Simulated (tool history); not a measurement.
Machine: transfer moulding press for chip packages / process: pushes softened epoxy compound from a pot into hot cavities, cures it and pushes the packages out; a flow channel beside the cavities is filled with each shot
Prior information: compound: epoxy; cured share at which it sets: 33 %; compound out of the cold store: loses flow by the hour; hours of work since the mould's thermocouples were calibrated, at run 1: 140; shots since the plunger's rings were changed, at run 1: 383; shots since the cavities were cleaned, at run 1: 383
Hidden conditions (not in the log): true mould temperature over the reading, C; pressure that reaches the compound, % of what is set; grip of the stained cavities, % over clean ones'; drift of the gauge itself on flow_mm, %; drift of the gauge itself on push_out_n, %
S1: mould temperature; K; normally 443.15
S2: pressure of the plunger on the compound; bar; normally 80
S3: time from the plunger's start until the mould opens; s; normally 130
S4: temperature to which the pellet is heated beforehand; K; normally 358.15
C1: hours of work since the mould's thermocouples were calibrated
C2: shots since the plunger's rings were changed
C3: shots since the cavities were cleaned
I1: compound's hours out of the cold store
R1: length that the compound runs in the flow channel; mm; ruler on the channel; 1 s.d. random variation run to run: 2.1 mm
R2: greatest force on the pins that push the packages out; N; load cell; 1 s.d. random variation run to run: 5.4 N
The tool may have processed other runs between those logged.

run	day	S1	S2	S3	S4	C1	C2	C3	I1	R1	R2
1	0	443.15	80	130	358.15	140	383	383	25.9	928	179
2	1.967	443.15	80	130	358.15	160	665	665	30.6	905	174
# day 2.929: cavities cleaned with cleaning compound and waxed
3	3.971	443.15	80	130	358.15	180	943	149	18.5	972	194
4	5.767	443.15	80	130	358.15	198	1200	406	40.2	853	173
5	7.421	443.15	80	130	358.15	215	1438	644	42.1	845	191
# day 8.533: cavities cleaned with cleaning compound and waxed
6	8.933	443.15	71.4	130	358.15	230	1645	57	47.4	775	184
7	10.892	443.15	71.4	130	358.15	250	1926	338	36.1	823	184
8	12.679	443.15	80	130	367.15	268	2182	594	28.9	914	178
9	13.783	443.15	80	130	367.15	279	2340	752	35.3	879	180
# day 14.129: cavities cleaned with cleaning compound and waxed
10	14.967	443.15	80	130	358.15	291	2501	120	36.5	873	175
11	16.479	443.15	80	130	358.15	306	2718	337	32.7	891	179
12	18.162	443.15	80	116	358.15	324	2959	578	11.9	1012	213
# day 19.125: mould's thermocouples calibrated
# day 19.35: plunger's sealing rings changed
# day 19.904: cavities cleaned with cleaning compound and waxed
13	19.938	443.15	91.1	116	358.15	7	76	5	9.1	1102	209
14	20.95	443.15	91.1	116	358.15	17	220	149	46.9	877	192
15	22.65	443.15	98.9	158	367.15	34	464	393	35.8	973	168
16	24.108	443.15	98.9	124	367.15	49	673	602	43.6	932	177
17	25.375	443.15	98.9	124	367.15	62	855	784	36	975	186
# day 25.546: cavities cleaned with cleaning compound and waxed
18	26.983	443.15	98.9	124	367.15	78	1076	206	28.8	1013	184
19	28.475	442.15	80	164	358.15	93	1290	420	21.9	954	165
20	29.917	436.15	99.7	116	358.15	108	1497	627	36	1022	312
# day 31.083: cavities cleaned with cleaning compound and waxed
21	31.667	436.15	79.2	116	368.15	125	1738	83	37.3	900	301
22	33.258	436.15	79.2	116	368.15	142	1966	311	29	943	315
23	34.858	436.15	79.2	116	368.15	158	2196	541	40.8	883	299
24	36.229	437.15	94.2	113	352.15	172	2392	737	36.6	982	307
# day 36.633: cavities cleaned with cleaning compound and waxed
25	37.354	443.15	80	162	358.15	183	2545	104	45.1	834	165
26	39.283	443.15	80	162	358.15	203	2820	379	25.6	930	162
27	40.371	443.15	69.8	141	360.15	214	2977	536	27.8	857	180

What if the next run were any one of these 4? Each begins from the tool's condition after run 27:
# day 41.425: plunger's sealing rings changed
A	41.696	438.15	69.8	141	352.15	226	39	711	35.3	?	?
# day 41.425: plunger's sealing rings changed
B	41.696	443.15	61.7	125	360.15	226	39	711	10.4	?	?
# day 41.425: plunger's sealing rings changed
C	41.696	443.15	86.6	135	359.15	226	39	711	12.3	?	?
# day 41.425: plunger's sealing rings changed
D	41.696	449.15	80	130	358.15	226	39	711	36.8	?	?

run	R1	R2
A	845	197
B	897	177
C	1047	189
D	845	171
Without the tool's hidden state the same runs would have given:
run	R1	R2
A	845	193
B	897	174
C	1047	185
D	845	168
